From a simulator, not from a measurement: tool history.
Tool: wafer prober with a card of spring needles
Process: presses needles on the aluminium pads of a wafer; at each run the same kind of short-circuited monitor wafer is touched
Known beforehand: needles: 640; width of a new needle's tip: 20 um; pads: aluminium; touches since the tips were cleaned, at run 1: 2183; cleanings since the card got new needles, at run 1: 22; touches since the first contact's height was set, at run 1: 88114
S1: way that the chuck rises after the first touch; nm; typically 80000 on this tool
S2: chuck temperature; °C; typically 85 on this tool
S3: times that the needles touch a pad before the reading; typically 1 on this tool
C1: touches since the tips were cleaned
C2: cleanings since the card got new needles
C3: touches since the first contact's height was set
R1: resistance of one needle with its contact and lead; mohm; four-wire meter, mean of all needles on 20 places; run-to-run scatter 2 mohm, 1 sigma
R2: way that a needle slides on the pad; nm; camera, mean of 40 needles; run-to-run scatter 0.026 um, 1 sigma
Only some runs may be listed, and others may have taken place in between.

| run | hour | S1 | S2 | S3 | C1 | C2 | C3 | R1 | R2 |
|---|---|---|---|---|---|---|---|---|---|
| 1 | 0 | 80000 | 85 | 1 | 2183 | 22 | 88114 | 441 | 13320 |
|  | 4.4 | tips cleaned on abrasive film |
| 2 | 7.9 | 80000 | 32 | 1 | 1392 | 23 | 91173 | 618 | 13050 |
|  | 9.9 | height of the first contact set anew |
|  | 14.2 | tips cleaned on abrasive film |
| 3 | 22.1 | 80000 | 85 | 1 | 3094 | 24 | 4736 | 457 | 13640 |
|  | 24.3 | tips cleaned on abrasive film |
|  | 34 | tips cleaned on abrasive film |
| 4 | 36.5 | 80000 | 85 | 1 | 994 | 26 | 10299 | 350 | 13580 |
|  | 44.5 | tips cleaned on abrasive film |
| 5 | 48.3 | 80000 | 85 | 1 | 1487 | 27 | 14880 | 396 | 13590 |
|  | 50.3 | tips cleaned on abrasive film, once more |
| 6 | 56.3 | 80000 | 85 | 1 | 2317 | 28 | 17968 | 445 | 13570 |
|  | 60.2 | tips cleaned on abrasive film |
|  | 70.4 | tips cleaned on abrasive film |
| 7 | 70.5 | 80000 | 85 | 1 | 45 | 30 | 23478 | 233 | 13560 |
|  | 80.2 | tips cleaned on abrasive film |
| 8 | 83.4 | 80000 | 85 | 1 | 1272 | 31 | 28498 | 376 | 13540 |
|  | 89.6 | tips cleaned on abrasive film |
| 9 | 92.2 | 80000 | 56 | 1 | 1009 | 32 | 31903 | 331 | 13480 |
| 10 | 98.1 | 80000 | 56 | 1 | 3306 | 32 | 34200 | 475 | 13490 |
|  | 99.3 | tips cleaned on abrasive film |
|  | 109.1 | tips cleaned on abrasive film |
| 11 | 111.1 | 80000 | 56 | 1 | 807 | 34 | 39242 | 349 | 13450 |
|  | 118.5 | tips cleaned on abrasive film |
| 12 | 122.3 | 80000 | 56 | 1 | 1506 | 35 | 43588 | 410 | 13480 |
|  | 127.9 | tips cleaned on abrasive film |
| 13 | 134.9 | 80000 | 56 | 1 | 2739 | 36 | 48477 | 460 | 13480 |
|  | 137.2 | tips cleaned on abrasive film |
|  | 147.4 | tips cleaned on abrasive film |
| 14 | 149.2 | 80000 | 56 | 1 | 726 | 38 | 54024 | 321 | 13390 |
|  | 157.5 | tips cleaned on abrasive film |
| 15 | 161.5 | 80000 | 85 | 1 | 1544 | 39 | 58775 | 398 | 13440 |
|  | 167.1 | tips cleaned on abrasive film |
| 16 | 171.1 | 80000 | 85 | 1 | 1579 | 40 | 62521 | 412 | 13390 |
|  | 176.5 | tips cleaned on abrasive film |
| 17 | 182.5 | 80000 | 85 | 1 | 2363 | 41 | 66947 | 444 | 13360 |
|  | 186.5 | tips cleaned on abrasive film |
| 18 | 188.5 | 93000 | 97 | 3 | 764 | 42 | 69249 | 249 | 15570 |
| 19 | 194.4 | 93000 | 97 | 3 | 3096 | 42 | 71581 | 289 | 15580 |
|  | 196.1 | tips cleaned on abrasive film |
| 20 | 202.5 | 94000 | 50 | 1 | 2512 | 43 | 74704 | 400 | 15680 |
|  | 205.7 | tips cleaned on abrasive film |
| 21 | 212.5 | 79000 | 60 | 2 | 2665 | 44 | 78579 | 374 | 13120 |
|  | 216 | tips cleaned on abrasive film |
| 22 | 224.9 | 97000 | 50 | 2 | 3486 | 45 | 83424 | 336 | 16150 |
|  | 226.4 | tips cleaned on abrasive film |
|  | 236.1 | tips cleaned on abrasive film |
| 23 | 238.5 | 69000 | 54 | 3 | 940 | 47 | 88665 | 275 | 11390 |
|  | 246 | tips cleaned on abrasive film |
|  | 246.5 | height of the first contact set anew |
| 24 | 246.5 | 69000 | 54 | 3 | 73 | 48 | 0 | 227 | 11740 |
|  | 255.7 | tips cleaned on abrasive film |
| 25 | 259.5 | 96000 | 27 | 1 | 1503 | 49 | 5064 | 347 | 16350 |
|  | 265.9 | tips cleaned on abrasive film |
| 26 | 268.8 | 96000 | 27 | 1 | 1142 | 50 | 8688 | 312 | 16390 |
|  | 276.2 | tips cleaned on abrasive film |
| 27 | 276.2 | 96000 | 27 | 1 | 0 | 51 | 11547 | 216 | 16340 |
|  | 286.1 | tips cleaned on abrasive film |
| 28 | 288.2 | 96000 | 27 | 1 | 817 | 52 | 16197 | 286 | 16340 |
|  | 296 | tips cleaned on abrasive film |
| 29 | 297 | 99000 | 109 | 3 | 366 | 53 | 19599 | 227 | 16770 |
|  | 306.5 | tips cleaned on abrasive film |
| 30 | 309.2 | 99000 | 109 | 3 | 1054 | 54 | 24355 | 247 | 16820 |
|  | 315.9 | tips cleaned on abrasive film |
| 31 | 320.6 | 62000 | 119 | 3 | 1846 | 55 | 28782 | 343 | 10470 |
|  | 325.9 | tips cleaned on abrasive film |
| 32 | 332.6 | 65000 | 29 | 1 | 2643 | 56 | 33448 | 602 | 11000 |

3 ways to go on from here, each from the tool as it stands after run 32. What would each give?
|  | 335.8 | tips cleaned on abrasive film |
| A | 342.5 | 70000 | 123 | 1 | 2640 | 57 | 37284 | ? | ? |
|  | 335.8 | tips cleaned on abrasive film |
| B | 342.5 | 91000 | 27 | 2 | 2640 | 57 | 37284 | ? | ? |
|  | 335.8 | tips cleaned on abrasive film |
| C | 342.5 | 94000 | 119 | 1 | 2640 | 57 | 37284 | ? | ? |

| run | R1 | R2 |
|---|---|---|
| A | 528 | 11810 |
| B | 332 | 15360 |
| C | 397 | 15890 |
With no hidden state in the tool, these same runs would have given:
| run | R1 | R2 |
|---|---|---|
| A | 219 | 11950 |
| B | 196 | 15510 |
| C | 215 | 16030 |
